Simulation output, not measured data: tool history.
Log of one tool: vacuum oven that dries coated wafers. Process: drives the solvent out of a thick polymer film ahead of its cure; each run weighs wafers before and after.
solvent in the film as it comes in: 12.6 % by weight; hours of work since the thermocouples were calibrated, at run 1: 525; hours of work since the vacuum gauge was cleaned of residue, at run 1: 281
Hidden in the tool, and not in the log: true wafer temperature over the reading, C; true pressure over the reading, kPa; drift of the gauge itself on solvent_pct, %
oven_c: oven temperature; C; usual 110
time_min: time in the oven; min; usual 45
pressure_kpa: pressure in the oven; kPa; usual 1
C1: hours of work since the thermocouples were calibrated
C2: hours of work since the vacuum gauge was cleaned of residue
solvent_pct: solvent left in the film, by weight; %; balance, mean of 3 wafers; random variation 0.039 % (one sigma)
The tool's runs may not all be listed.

run 1 hour=0 | oven_c=110 time_min=45 pressure_kpa=1 | C1=525 C2=281 | solvent_pct=1.17
run 2 hour=11.5 | oven_c=110 time_min=45 pressure_kpa=1 | C1=531 C2=287 | solvent_pct=1.14
run 3 hour=19.5 | oven_c=110 time_min=45 pressure_kpa=0.91 | C1=535 C2=292 | solvent_pct=1.11
run 4 hour=26.5 | oven_c=110 time_min=45 pressure_kpa=1 | C1=539 C2=295 | solvent_pct=1.15
run 5 hour=36.3 | oven_c=110 time_min=45 pressure_kpa=1 | C1=544 C2=301 | solvent_pct=1.09
run 6 hour=43.1 | oven_c=110 time_min=33 pressure_kpa=1 | C1=548 C2=304 | solvent_pct=1.89
run 7 hour=57.2 | oven_c=110 time_min=25 pressure_kpa=1 | C1=556 C2=312 | solvent_pct=2.68
run 8 hour=67.8 | oven_c=110 time_min=25 pressure_kpa=1 | C1=562 C2=318 | solvent_pct=2.72
run 9 hour=76.9 | oven_c=110 time_min=25 pressure_kpa=1 | C1=566 C2=323 | solvent_pct=2.7
run 10 hour=84.9 | oven_c=110 time_min=45 pressure_kpa=1 | C1=571 C2=327 | solvent_pct=1.13
run 11 hour=97.9 | oven_c=110 time_min=45 pressure_kpa=3.02 | C1=578 C2=334 | solvent_pct=2.07
run 12 hour=106.6 | oven_c=110 time_min=45 pressure_kpa=1 | C1=583 C2=339 | solvent_pct=1.18
run 13 hour=115.8 | oven_c=110 time_min=45 pressure_kpa=1 | C1=588 C2=344 | solvent_pct=1.2
run 14 hour=123.6 | oven_c=110 time_min=45 pressure_kpa=1 | C1=592 C2=348 | solvent_pct=1.17
run 15 hour=136.3 | oven_c=106 time_min=45 pressure_kpa=1 | C1=599 C2=355 | solvent_pct=1.78
run 16 hour=142.8 | oven_c=106 time_min=45 pressure_kpa=1 | C1=602 C2=359 | solvent_pct=1.65
run 17 hour=153.7 | oven_c=106 time_min=45 pressure_kpa=1 | C1=608 C2=365 | solvent_pct=1.6
run 18 hour=166.7 | oven_c=115 time_min=29 pressure_kpa=3.59 | C1=615 C2=372 | solvent_pct=2.33
run 19 hour=174.5 | oven_c=115 time_min=29 pressure_kpa=3.59 | C1=620 C2=376 | solvent_pct=2.36
run 20 hour=181 | oven_c=110 time_min=23 pressure_kpa=1.3 | C1=623 C2=380 | solvent_pct=3.06
run 21 hour=191.8 | oven_c=110 time_min=40 pressure_kpa=1 | C1=629 C2=385 | solvent_pct=1.38
run 22 hour=198.2 | oven_c=110 time_min=32 pressure_kpa=2.78 | C1=633 C2=389 | solvent_pct=2.7
run 23 hour=211.5 | oven_c=110 time_min=32 pressure_kpa=2.78 | C1=640 C2=396 | solvent_pct=2.7
run 24 hour=218.9 | oven_c=110 time_min=44 pressure_kpa=0.52 | C1=644 C2=400 | solvent_pct=0.94
run 25 hour=227.8 | oven_c=110 time_min=44 pressure_kpa=0.52 | C1=649 C2=405 | solvent_pct=0.99
run 26 hour=236.7 | oven_c=125 time_min=44 pressure_kpa=0.68 | C1=654 C2=410 | solvent_pct=0.25
run 27 hour=249.8 | oven_c=118 time_min=28 pressure_kpa=0.9 | C1=661 C2=417 | solvent_pct=1.07
run 28 hour=258.7 | oven_c=118 time_min=28 pressure_kpa=0.9 | C1=666 C2=422 | solvent_pct=1.15
run 29 hour=272.1 | oven_c=118 time_min=28 pressure_kpa=0.9 | C1=673 C2=429 | solvent_pct=1.08

4 ways to go on from here, each from the tool as it stands after run 29. What would each give?
run A hour=284.6 | oven_c=118 time_min=28 pressure_kpa=0.83 | C1=680 C2=436 | solvent_pct=?
run B hour=284.6 | oven_c=110 time_min=65 pressure_kpa=1.82 | C1=680 C2=436 | solvent_pct=?
run C hour=284.6 | oven_c=120 time_min=76 pressure_kpa=1 | C1=680 C2=436 | solvent_pct=?
run D hour=284.6 | oven_c=118 time_min=52 pressure_kpa=0.9 | C1=680 C2=436 | solvent_pct=?

run=A solvent_pct=1.07
run=B solvent_pct=1.09
run=C solvent_pct=0.36
run=D solvent_pct=0.5
Without the tool's hidden state the same runs would have given:
run=A solvent_pct=0.92
run=B solvent_pct=0.97
run=C solvent_pct=0.31
run=D solvent_pct=0.43

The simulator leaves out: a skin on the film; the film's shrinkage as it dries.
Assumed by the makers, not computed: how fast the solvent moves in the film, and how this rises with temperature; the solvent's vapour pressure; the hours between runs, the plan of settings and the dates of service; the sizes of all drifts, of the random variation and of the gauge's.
